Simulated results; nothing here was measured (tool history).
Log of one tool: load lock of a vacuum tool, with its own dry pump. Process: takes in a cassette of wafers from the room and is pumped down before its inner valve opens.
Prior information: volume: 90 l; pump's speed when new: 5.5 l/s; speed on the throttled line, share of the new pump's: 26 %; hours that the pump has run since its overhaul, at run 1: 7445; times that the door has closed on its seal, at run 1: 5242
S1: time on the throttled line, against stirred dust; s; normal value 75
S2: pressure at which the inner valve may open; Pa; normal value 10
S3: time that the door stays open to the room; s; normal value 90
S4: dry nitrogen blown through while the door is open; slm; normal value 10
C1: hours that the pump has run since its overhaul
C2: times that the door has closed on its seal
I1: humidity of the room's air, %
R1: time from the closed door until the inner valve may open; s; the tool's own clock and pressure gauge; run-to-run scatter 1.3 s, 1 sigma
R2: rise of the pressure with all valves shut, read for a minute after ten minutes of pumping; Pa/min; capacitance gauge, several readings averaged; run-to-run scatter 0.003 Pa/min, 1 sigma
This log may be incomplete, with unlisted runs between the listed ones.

| run | hour | S1 | S2 | S3 | S4 | C1 | C2 | I1 | R1 | R2 |
|---|---|---|---|---|---|---|---|---|---|---|
| 1 | 0.0 | 75 | 10 | 90 | 10 | 7445 | 5242 | 47.2 | 218.7 | 0.075 |
| 2 | 105.7 | 75 | 10 | 90 | 10 | 7551 | 5693 | 41.8 | 219.5 | 0.074 |
| 3 | 217.3 | 75 | 10 | 90 | 10 | 7662 | 6170 | 45.6 | 218.3 | 0.080 |
| 4 | 343.3 | 127 | 10 | 90 | 10 | 7788 | 6707 | 46.2 | 258.9 | 0.087 |
| 5 | 524.6 | 75 | 17 | 90 | 10 | 7970 | 7481 | 47.2 | 212.1 | 0.101 |
| 6 | 708.3 | 75 | 17 | 90 | 10 | 8153 | 8266 | 46.1 | 210.9 | 0.104 |
| 7 | 846.3 | 75 | 17 | 90 | 10 | 8291 | 8855 | 43.9 | 211.2 | 0.112 |
| 8 | 1018.4 | 75 | 10 | 90 | 10 | 8463 | 9589 | 42.2 | 221.9 | 0.115 |
| 9 | 1207.6 | 75 | 10 | 90 | 10 | 8653 | 10397 | 46.5 | 221.2 | 0.132 |
| 10 | 1303.5 | 75 | 10 | 90 | 10 | 8749 | 10806 | 46.6 | 219.9 | 0.135 |
| 11 | 1466.0 | 41 | 8 | 87 | 28 | 8911 | 11500 | 41.6 | 202.8 | 0.130 |
| 12 | 1602.5 | 41 | 8 | 87 | 28 | 9048 | 12082 | 44.0 | 202.4 | 0.140 |

Forecast run 13:
| 13 | 1725.4 | 61 | 10 | 43 | 34 | 9171 | 12607 | 47.1 | ? | ? |

R1: 212.1 s
R2: 0.132 Pa/min
On a tool with no hidden condition, and with the same random variation, this run would have come out at R1 196.4 s, R2 0.013 Pa/min.
